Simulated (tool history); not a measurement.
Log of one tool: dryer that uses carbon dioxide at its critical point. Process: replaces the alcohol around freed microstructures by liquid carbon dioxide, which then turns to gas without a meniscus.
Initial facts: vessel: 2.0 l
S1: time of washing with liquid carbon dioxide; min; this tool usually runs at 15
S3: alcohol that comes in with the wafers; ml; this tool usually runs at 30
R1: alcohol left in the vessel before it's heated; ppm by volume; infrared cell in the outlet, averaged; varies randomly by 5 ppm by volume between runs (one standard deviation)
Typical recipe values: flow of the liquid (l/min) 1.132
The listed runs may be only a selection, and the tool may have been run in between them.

run 1 hour=0 | S1=15 flow_of_the_liquid_(l/min)=1.132 S3=30 | R1=28
run 2 hour=6.2 | S1=15 flow_of_the_liquid_(l/min)=0.74 S3=30 | R1=206
run 3 hour=14 | S1=15 flow_of_the_liquid_(l/min)=0.74 S3=30 | R1=203
run 4 hour=25.4 | S1=15 flow_of_the_liquid_(l/min)=0.74 S3=30 | R1=200
run 5 hour=33.5 | S1=15 flow_of_the_liquid_(l/min)=0.74 S3=30 | R1=218
run 6 hour=39.9 | S1=15 flow_of_the_liquid_(l/min)=0.86 S3=30 | R1=101
run 7 hour=46.9 | S1=15 flow_of_the_liquid_(l/min)=0.86 S3=30 | R1=108
run 8 hour=53.9 | S1=15 flow_of_the_liquid_(l/min)=0.88 S3=30 | R1=97
run 9 hour=62.5 | S1=15 flow_of_the_liquid_(l/min)=0.88 S3=30 | R1=98
run 10 hour=72.1 | S1=15 flow_of_the_liquid_(l/min)=1.132 S3=30 | R1=33
run 11 hour=81.9 | S1=15 flow_of_the_liquid_(l/min)=1.132 S3=30 | R1=36
run 12 hour=90.8 | S1=15 flow_of_the_liquid_(l/min)=1.132 S3=30 | R1=20
run 13 hour=96.1 | S1=15 flow_of_the_liquid_(l/min)=1.132 S3=30 | R1=33
run 14 hour=106.5 | S1=15 flow_of_the_liquid_(l/min)=1.132 S3=30 | R1=28
run 15 hour=112.7 | S1=15 flow_of_the_liquid_(l/min)=1.132 S3=30 | R1=35
run 16 hour=121.1 | S1=21 flow_of_the_liquid_(l/min)=1.132 S3=30 | R1=16
-- hour=125.3 inlet filter changed
run 17 hour=131.3 | S1=21 flow_of_the_liquid_(l/min)=1.132 S3=30 | R1=22
run 18 hour=136.9 | S1=21 flow_of_the_liquid_(l/min)=0.77 S3=30 | R1=16
run 19 hour=144.5 | S1=9 flow_of_the_liquid_(l/min)=1.132 S3=32 | R1=184
run 20 hour=155.4 | S1=15 flow_of_the_liquid_(l/min)=1.24 S3=30 | R1=20
run 21 hour=164.7 | S1=16 flow_of_the_liquid_(l/min)=0.71 S3=30 | R1=122
run 22 hour=170.7 | S1=17 flow_of_the_liquid_(l/min)=1.132 S3=33 | R1=18
run 23 hour=181.4 | S1=15 flow_of_the_liquid_(l/min)=1.132 S3=53 | R1=30
run 24 hour=192.6 | S1=15 flow_of_the_liquid_(l/min)=0.82 S3=49 | R1=142
run 25 hour=202.9 | S1=15 flow_of_the_liquid_(l/min)=1.41 S3=30 | R1=13
run 26 hour=210.7 | S1=15 flow_of_the_liquid_(l/min)=1.41 S3=30 | R1=24
run 27 hour=221.9 | S1=15 flow_of_the_liquid_(l/min)=1.41 S3=30 | R1=22
run 28 hour=226.9 | S1=15 flow_of_the_liquid_(l/min)=1.41 S3=30 | R1=21
run 29 hour=233.8 | S1=15 flow_of_the_liquid_(l/min)=0.86 S3=42 | R1=99
run 30 hour=242.1 | S1=15 flow_of_the_liquid_(l/min)=1.132 S3=30 | R1=36
run 31 hour=250.7 | S1=15 flow_of_the_liquid_(l/min)=1.06 S3=30 | R1=32
run 32 hour=260.2 | S1=13 flow_of_the_liquid_(l/min)=1 S3=43 | R1=96
run 33 hour=269.1 | S1=13 flow_of_the_liquid_(l/min)=1 S3=43 | R1=107
run 34 hour=278 | S1=16 flow_of_the_liquid_(l/min)=1.5 S3=40 | R1=26
run 35 hour=283.3 | S1=16 flow_of_the_liquid_(l/min)=1.5 S3=40 | R1=25
run 36 hour=288 | S1=16 flow_of_the_liquid_(l/min)=1.5 S3=40 | R1=24

Branching from run 36: 5 alternative next runs. What would each branch give?
run A hour=297.2 | S1=20 flow_of_the_liquid_(l/min)=1.41 S3=40 | R1=?
run B hour=297.2 | S1=15 flow_of_the_liquid_(l/min)=1.48 S3=38 | R1=?
run C hour=297.2 | S1=20 flow_of_the_liquid_(l/min)=0.72 S3=93 | R1=?
run D hour=297.2 | S1=11 flow_of_the_liquid_(l/min)=0.79 S3=22 | R1=?
run E hour=297.2 | S1=15 flow_of_the_liquid_(l/min)=1.132 S3=27 | R1=?

run=A R1=20
run=B R1=15
run=C R1=113
run=D R1=280
run=E R1=24
The same runs, with their run-to-run variation unchanged, on a tool lacking any hidden condition would have given:
run=A R1=6
run=B R1=1
run=C R1=77
run=D R1=230
run=E R1=8
